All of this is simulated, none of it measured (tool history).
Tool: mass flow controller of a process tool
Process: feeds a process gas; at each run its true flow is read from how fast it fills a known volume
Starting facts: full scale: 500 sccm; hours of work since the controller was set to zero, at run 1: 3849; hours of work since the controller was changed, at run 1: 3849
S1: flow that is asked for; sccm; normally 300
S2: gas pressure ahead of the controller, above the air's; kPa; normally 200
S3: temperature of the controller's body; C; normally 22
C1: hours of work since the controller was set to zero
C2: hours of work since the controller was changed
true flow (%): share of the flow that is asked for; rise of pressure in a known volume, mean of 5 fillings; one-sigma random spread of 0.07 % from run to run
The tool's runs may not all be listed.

{"run": 1, "day": 0.0, "S1": 300, "S2": 200, "S3": 22, "C1": 3849, "C2": 3849, "true flow (%)": 99.13}
{"run": 2, "day": 8.888, "S1": 300, "S2": 200, "S3": 22, "C1": 3936, "C2": 3936, "true flow (%)": 99.06}
{"run": 3, "day": 15.054, "S1": 300, "S2": 200, "S3": 22, "C1": 3996, "C2": 3996, "true flow (%)": 99.18}
{"run": 4, "day": 27.379, "S1": 300, "S2": 200, "S3": 22, "C1": 4116, "C2": 4116, "true flow (%)": 99.06}
{"run": 5, "day": 35.967, "S1": 104, "S2": 200, "S3": 22, "C1": 4200, "C2": 4200, "true flow (%)": 98.46}
{"run": 6, "day": 45.712, "S1": 104, "S2": 200, "S3": 22, "C1": 4295, "C2": 4295, "true flow (%)": 98.54}
{"run": 7, "day": 51.029, "S1": 104, "S2": 200, "S3": 22, "C1": 4347, "C2": 4347, "true flow (%)": 98.36}
{"run": 8, "day": 58.933, "S1": 104, "S2": 200, "S3": 22, "C1": 4424, "C2": 4424, "true flow (%)": 98.27}
{"run": 9, "day": 64.117, "S1": 104, "S2": 200, "S3": 22, "C1": 4475, "C2": 4475, "true flow (%)": 98.34}
{"run": 10, "day": 74.171, "S1": 281, "S2": 200, "S3": 22, "C1": 4573, "C2": 4573, "true flow (%)": 99.22}
{"run": 11, "day": 81.262, "S1": 281, "S2": 200, "S3": 22, "C1": 4642, "C2": 4642, "true flow (%)": 99.44}
{"run": 12, "day": 91.808, "S1": 281, "S2": 200, "S3": 22, "C1": 4745, "C2": 4745, "true flow (%)": 99.25}
{"day": 94.233, "done": "controller's zero set anew"}
{"run": 13, "day": 100.35, "S1": 281, "S2": 200, "S3": 25, "C1": 60, "C2": 4828, "true flow (%)": 99.45}
{"run": 14, "day": 108.038, "S1": 281, "S2": 200, "S3": 25, "C1": 135, "C2": 4903, "true flow (%)": 99.66}
{"run": 15, "day": 117.662, "S1": 281, "S2": 200, "S3": 25, "C1": 229, "C2": 4997, "true flow (%)": 99.67}
{"run": 16, "day": 128.1, "S1": 281, "S2": 200, "S3": 25, "C1": 331, "C2": 5099, "true flow (%)": 99.7}
{"run": 17, "day": 140.404, "S1": 243, "S2": 155, "S3": 28, "C1": 451, "C2": 5219, "true flow (%)": 99.95}
{"run": 18, "day": 149.854, "S1": 55, "S2": 195, "S3": 29, "C1": 543, "C2": 5312, "true flow (%)": 99.08}
{"day": 154.721, "done": "gauge calibrated"}
{"run": 19, "day": 155.212, "S1": 484, "S2": 195, "S3": 29, "C1": 595, "C2": 5364, "true flow (%)": 100.16}
{"run": 20, "day": 166.029, "S1": 484, "S2": 195, "S3": 23, "C1": 701, "C2": 5469, "true flow (%)": 99.81}
{"run": 21, "day": 174.633, "S1": 266, "S2": 149, "S3": 22, "C1": 785, "C2": 5553, "true flow (%)": 99.24}
{"run": 22, "day": 184.342, "S1": 266, "S2": 149, "S3": 22, "C1": 880, "C2": 5648, "true flow (%)": 99.33}
{"run": 23, "day": 193.638, "S1": 350, "S2": 229, "S3": 22, "C1": 970, "C2": 5739, "true flow (%)": 99.19}
{"run": 24, "day": 205.412, "S1": 350, "S2": 229, "S3": 22, "C1": 1085, "C2": 5854, "true flow (%)": 99.34}
{"run": 25, "day": 212.029, "S1": 350, "S2": 229, "S3": 22, "C1": 1150, "C2": 5918, "true flow (%)": 99.3}
{"run": 26, "day": 221.121, "S1": 367, "S2": 207, "S3": 38, "C1": 1239, "C2": 6007, "true flow (%)": 100.44}
{"run": 27, "day": 227.367, "S1": 58, "S2": 200, "S3": 23, "C1": 1300, "C2": 6068, "true flow (%)": 98.5}
{"run": 28, "day": 238.925, "S1": 58, "S2": 200, "S3": 23, "C1": 1412, "C2": 6181, "true flow (%)": 98.44}
{"run": 29, "day": 244.508, "S1": 251, "S2": 200, "S3": 23, "C1": 1467, "C2": 6236, "true flow (%)": 99.26}
{"run": 30, "day": 255.404, "S1": 175, "S2": 146, "S3": 25, "C1": 1573, "C2": 6342, "true flow (%)": 99.55}
{"run": 31, "day": 263.325, "S1": 90, "S2": 200, "S3": 25, "C1": 1651, "C2": 6419, "true flow (%)": 98.74}

Describe how what the log doesn't record of the tool's condition differs between the last listed run preceding each entry between runs and the first listed run following it.
Runs 12 to 13: controller's zero set anew (day 94.233)
  flow at rest that the sensor doesn't see, % of full scale: 0.004 -> 0; drift of the gauge itself on true_pct, %: 0.41 -> 0.45
  measured minus no-state result, true flow (%): +0.42 -> +0.46
Runs 18 to 19: gauge calibrated (day 154.721)
  flow at rest that the sensor doesn't see, % of full scale: 0 -> 0.001; drift of the gauge itself on true_pct, %: 0.67 -> 0
  measured minus no-state result, true flow (%): +0.67 -> +0.01
